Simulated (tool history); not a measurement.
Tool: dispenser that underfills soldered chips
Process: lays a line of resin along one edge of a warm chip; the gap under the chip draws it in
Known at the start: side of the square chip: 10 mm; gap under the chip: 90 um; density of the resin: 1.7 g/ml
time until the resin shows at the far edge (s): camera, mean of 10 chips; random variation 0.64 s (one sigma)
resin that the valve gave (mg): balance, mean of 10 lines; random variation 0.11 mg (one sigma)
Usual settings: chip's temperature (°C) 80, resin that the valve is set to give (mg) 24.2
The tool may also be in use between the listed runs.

run   hour  chip's temperature (°C)  resin that the valve is set to give (mg)  time until the resin shows at the far edge (s)  resin that the valve gave (mg)
  1    0.0                       80                                      24.2                                            72.1                           23.91
  2    4.0                       80                                      24.2                                            82.3                           23.62
       5.7  -- new syringe of resin
  3    7.0                       80                                      24.2                                            62.4                           23.75
  4    9.5                       80                                      24.2                                            69.4                           23.67
  5   12.0                       80                                      24.2                                            75.8                           23.70
      15.2  -- new syringe of resin
  6   16.9                       80                                      24.2                                            63.0                           23.72
  7   21.1                       80                                      24.2                                            75.5                           23.49
      24.6  -- new syringe of resin
  8   25.0                       87                                      24.2                                            46.1                           23.59
  9   27.0                       87                                      24.2                                            48.8                           23.77
 10   29.0                       87                                      24.2                                            53.8                           23.56
 11   31.4                       89                                      24.2                                            53.1                           23.59
      34.3  -- new syringe of resin
 12   36.0                       89                                      24.2                                            43.0                           23.36
 13   39.8                       80                                      26.8                                            76.0                           26.14
 14   43.2                       80                                      31.3                                            84.3                           30.27
      44.0  -- new syringe of resin
 15   47.0                       80                                      31.3                                            66.7                           30.34
 16   50.8                       80                                      29.8                                            77.7                           28.83
      53.6  -- new syringe of resin
 17   55.1                       70                                      24.2                                           100.1                           23.40
 18   58.1                       70                                      24.2                                           111.8                           23.29
 19   60.7                       68                                      25.2                                           134.0                           24.03
      63.1  -- new syringe of resin
 20   63.9                       68                                      25.2                                           106.8                           24.33
 21   68.1                       77                                      21.4                                            86.7                           20.54
 22   71.2                       88                                      21.7                                            60.6                           20.87
      72.5  -- new syringe of resin
 23   75.4                       68                                      28.7                                           114.4                           27.45
 24   78.3                       80                                      26.9                                            74.4                           25.83
 25   80.5                       66                                      22.3                                           161.7                           21.31
      82.1  -- new syringe of resin
 26   83.9                       70                                      29.7                                            99.4                           28.34
 27   85.9                       72                                      25.0                                            98.6                           23.85
 28   88.8                       80                                      26.6                                            77.6                           25.34
      91.6  -- new syringe of resin
 29   93.6                       78                                      30.2                                            71.0                           28.56
 30   97.7                       78                                      30.2                                            83.3                           28.64
     101.2  -- new syringe of resin
 31  102.8                       70                                      22.1                                           102.0                           20.94
 32  107.1                       69                                      27.1                                           125.1                           25.65
     110.7  -- new syringe of resin
 33  111.2                       66                                      22.0                                           122.4                           20.88
 34  113.2                       66                                      22.0                                           130.5                           20.52
 35  117.2                       79                                      30.1                                            79.1                           28.27

Forecast each of these 4 alternatives for the next run:
     120.3  -- new syringe of resin
  A  121.6                       80                                      21.4                                               ?                               ?
     120.3  -- new syringe of resin
  B  121.6                       80                                      21.6                                               ?                               ?
     120.3  -- new syringe of resin
  C  121.6                       72                                      24.0                                               ?                               ?
     120.3  -- new syringe of resin
  D  121.6                       82                                      30.9                                               ?                               ?

run  time until the resin shows at the far edge (s)  resin that the valve gave (mg)
  A                                            65.4                           20.10
  B                                            65.0                           20.22
  C                                            92.9                           22.36
  D                                            57.2                           28.90
Without the tool's hidden state the same runs would have given:
run  time until the resin shows at the far edge (s)  resin that the valve gave (mg)
  A                                            57.6                           21.46
  B                                            57.3                           21.59
  C                                            82.2                           23.87
  D                                            51.2                           30.86

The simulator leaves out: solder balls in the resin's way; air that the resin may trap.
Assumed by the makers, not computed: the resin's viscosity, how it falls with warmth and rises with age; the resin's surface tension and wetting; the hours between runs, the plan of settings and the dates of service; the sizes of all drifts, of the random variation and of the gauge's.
